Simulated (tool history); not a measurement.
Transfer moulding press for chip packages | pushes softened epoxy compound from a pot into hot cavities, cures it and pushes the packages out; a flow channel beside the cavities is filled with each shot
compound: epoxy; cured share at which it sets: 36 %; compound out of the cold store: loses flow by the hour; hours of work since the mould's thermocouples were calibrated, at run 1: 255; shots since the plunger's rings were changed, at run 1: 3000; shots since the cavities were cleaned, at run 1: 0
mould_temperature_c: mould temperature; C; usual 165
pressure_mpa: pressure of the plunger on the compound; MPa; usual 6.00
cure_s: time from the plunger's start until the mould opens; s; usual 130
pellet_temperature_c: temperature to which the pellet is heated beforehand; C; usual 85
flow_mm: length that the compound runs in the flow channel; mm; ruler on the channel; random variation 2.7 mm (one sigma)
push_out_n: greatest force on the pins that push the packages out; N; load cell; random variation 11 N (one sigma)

run     day  mould_temperature_c  pressure_mpa  cure_s  pellet_temperature_c  hours of work since the mould's thermocouples were calibrated  shots since the plunger's rings were changed  shots since the cavities were cleaned  incoming compound's hours out of the cold store  flow_mm  push_out_n
  1   0.000                  165          6.00     130                    85                                                            255                                          3000                                      0                                             18.7      548         530
  2   0.762                  173          6.00     130                    85                                                            266                                          3163                                    163                                             25.6      511         453
  3   1.496                  165          6.00     130                    85                                                            276                                          3321                                    321                                             14.3      549         521
  4   2.188                  165          6.00     130                    80                                                            285                                          3469                                    469                                             24.8      541         514
  5   2.954                  169          6.00     130                    85                                                            296                                          3634                                    634                                             17.6      539         477
  6   3.425                  160          6.00     130                    85                                                            302                                          3734                                    734                                             31.3      543         711
  7   3.917                  159          6.00     130                    85                                                            309                                          3840                                    840                                             18.5      571         769
      4.612  -- cavities cleaned with cleaning compound and waxed
  8   4.762                  165          6.00     130                    85                                                            319                                          4007                                     32                                             36.6      518         516
  9   5.138                  165          6.00     130                    85                                                            324                                          4088                                    113                                              8.2      561         525
 10   5.762                  165          6.00     130                    85                                                            333                                          4222                                    247                                             21.8      542         520
 11   6.142                  165          6.00     130                    85                                                            338                                          4303                                    328                                             24.6      538         511
 12   6.662                  165          6.00     130                    85                                                            345                                          4415                                    440                                             19.0      548         548
 13   7.183                  165          6.00     130                    85                                                            352                                          4526                                    551                                             14.7      545         543
      7.350  -- plunger's sealing rings changed
 14   7.838                  165          6.00     130                    85                                                            360                                           105                                    669                                             26.8      533         519
 15   8.417                  165          6.00     130                    79                                                            367                                           229                                    793                                             23.2      539         517
 16   8.929                  165          6.00     130                    92                                                            374                                           339                                    903                                             33.9      526         532
      9.300  -- cavities cleaned with cleaning compound and waxed
 17   9.629                  165          6.00     130                    92                                                            383                                           475                                     70                                             31.7      527         503
 18  10.117                  165          6.00     130                    92                                                            390                                           580                                    175                                             29.3      529         519
 19  10.517                  165          6.00     130                    92                                                            395                                           666                                    261                                             12.9      560         517
 20  11.267                  165          6.22     145                    86                                                            405                                           827                                    422                                             37.6      530         473
 21  11.742                  165          6.22     145                    86                                                            412                                           928                                    523                                             28.8      544         469
 22  12.496                  160          5.53     149                    92                                                            422                                          1090                                    685                                             30.2      523         570
 23  13.250                  160          5.45     151                    93                                                            432                                          1252                                    847                                             36.4      514         563
     13.917  -- cavities cleaned with cleaning compound and waxed
 24  14.017                  160          5.45     151                    93                                                            442                                          1402                                     21                                             10.0      551         567
 25  14.654                  165          5.39     148                    85                                                            451                                          1539                                    158                                             16.3      519         479
 26  15.404                  165          5.39     122                    85                                                            461                                          1700                                    319                                             38.5      488         559
 27  16.071                  165          5.39     122                    85                                                            470                                          1842                                    461                                             27.6      505         566
 28  16.854                  166          6.00     111                    85                                                            480                                          2010                                    629                                             12.4      552         614
 29  17.317                  165          6.24     128                    85                                                            487                                          2110                                    729                                             34.2      532         519

4 ways to go on from here, each from the tool as it stands after run 29. What would each give?
  A  17.883                  165          5.14     127                    85                                                            494                                          2231                                    850                                             20.8        ?           ?
  B  17.883                  172          4.69     128                    85                                                            494                                          2231                                    850                                             44.1        ?           ?
  C  17.883                  165          6.24     152                    91                                                            494                                          2231                                    850                                             14.1        ?           ?
  D  17.883                  171          6.24     137                    85                                                            494                                          2231                                    850                                             28.2        ?           ?

run  flow_mm  push_out_n
  A      501         564
  B      427         469
  C      567         482
  D      519         454
Without the tool's hidden state the same runs would have given:
run  flow_mm  push_out_n
  A      501         558
  B      428         464
  C      567         477
  D      519         449
